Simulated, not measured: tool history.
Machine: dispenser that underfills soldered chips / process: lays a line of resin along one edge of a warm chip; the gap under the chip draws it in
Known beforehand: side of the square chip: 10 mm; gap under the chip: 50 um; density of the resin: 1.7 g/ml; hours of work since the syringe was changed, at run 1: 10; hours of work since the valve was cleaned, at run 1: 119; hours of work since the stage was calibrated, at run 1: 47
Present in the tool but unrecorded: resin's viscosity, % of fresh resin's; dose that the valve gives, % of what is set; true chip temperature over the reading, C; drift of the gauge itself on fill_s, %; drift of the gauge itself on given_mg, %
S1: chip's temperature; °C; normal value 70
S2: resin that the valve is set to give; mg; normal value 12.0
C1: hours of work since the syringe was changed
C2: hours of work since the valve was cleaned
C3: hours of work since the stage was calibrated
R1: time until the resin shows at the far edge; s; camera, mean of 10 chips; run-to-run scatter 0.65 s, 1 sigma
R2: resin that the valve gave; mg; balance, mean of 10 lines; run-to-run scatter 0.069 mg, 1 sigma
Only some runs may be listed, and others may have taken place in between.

run,day,S1,S2,C1,C2,C3,R1,R2
1,0.000,70,12.0,10,119,47,108.6,11.48
# day 0.121: new syringe of resin
2,0.225,70,12.0,2,122,50,66.4,11.42
3,0.408,70,12.0,4,125,53,80.7,11.45
# day 0.467: dispensing valve cleaned and set on the balance
4,0.667,70,12.0,8,3,56,96.8,11.92
# day 0.917: new syringe of resin
5,0.921,70,12.0,0,7,60,58.6,12.09
6,1.208,70,12.0,4,11,64,77.4,11.93
7,1.362,70,12.0,7,13,66,92.4,11.92
8,1.567,74,12.0,10,17,69,97.3,11.96
# day 1.671: new syringe of resin
9,1.779,74,12.2,2,20,73,56.7,12.04
10,1.962,70,12.0,4,22,75,78.9,11.90
11,2.154,70,12.0,7,25,78,94.9,11.88
# day 2.421: new syringe of resin
12,2.421,70,12.0,0,29,82,58.3,11.79
13,2.646,69,12.0,3,33,86,75.7,11.77
14,2.812,69,12.0,6,35,88,89.1,11.81
15,3.108,77,12.0,11,40,93,89.9,11.73
# day 3.188: new syringe of resin
16,3.317,77,12.0,2,43,96,51.9,11.94
17,3.558,70,13.1,6,47,99,82.6,13.05
18,3.692,70,13.6,8,48,101,93.4,13.35
19,3.921,70,12.0,11,52,105,117.3,11.71
# day 3.958: new syringe of resin
20,4.142,70,12.0,3,55,108,70.3,11.69
21,4.296,61,15.1,5,58,110,109.6,14.77
22,4.429,61,15.1,7,60,112,123.5,14.67
# day 4.708: new syringe of resin
23,4.708,61,15.1,0,64,117,80.5,14.87
24,4.833,61,15.1,2,66,118,89.6,14.68
25,5.108,70,14.5,6,70,123,86.5,14.07
26,5.371,70,14.6,10,74,127,109.2,14.09
# day 5.475: new syringe of resin
27,5.508,70,10.5,1,76,129,62.3,10.25
28,5.729,70,10.5,4,79,132,78.9,10.15
29,5.854,70,10.5,6,81,134,88.1,10.14
30,6.083,76,10.5,9,84,137,89.6,10.17
# day 6.225: new syringe of resin
31,6.388,70,12.0,2,89,142,68.8,11.60
32,6.512,56,11.2,4,91,144,130.0,10.87
33,6.671,80,14.0,7,93,146,61.7,13.42
# day 6.975: new syringe of resin
34,6.975,66,11.9,0,98,151,67.5,11.37
35,7.171,66,11.9,3,101,154,83.3,11.39
36,7.358,79,10.6,6,104,156,64.4,10.20
37,7.612,79,10.6,10,107,160,82.4,10.13

How would selected steps in R1 from run to run divide? Give the signed amount a tool lacking its hidden state would still show from settings, what came in and random variation, and the signed amount left for the hidden state, including any gauge scatter that is not in both of the compared results.
Run 19 -> 20: new syringe of resin. R1 -47.0 s: hidden state -47.8, all else +0.8.
Run 22 -> 23: new syringe of resin. R1 -43.0 s: hidden state -44.3, all else +1.3.
Run 26 -> 27: S2 14.6 -> 10.5, new syringe of resin. R1 -46.9 s: hidden state -50.8, all else +3.9.
Run 31 -> 32: S1 70 -> 56, S2 12.0 -> 11.2. R1 +61.2 s: hidden state +22.5, all else +38.7.
Run 32 -> 33: S1 56 -> 80, S2 11.2 -> 14.0. R1 -68.3 s: hidden state -11.0, all else -57.3.
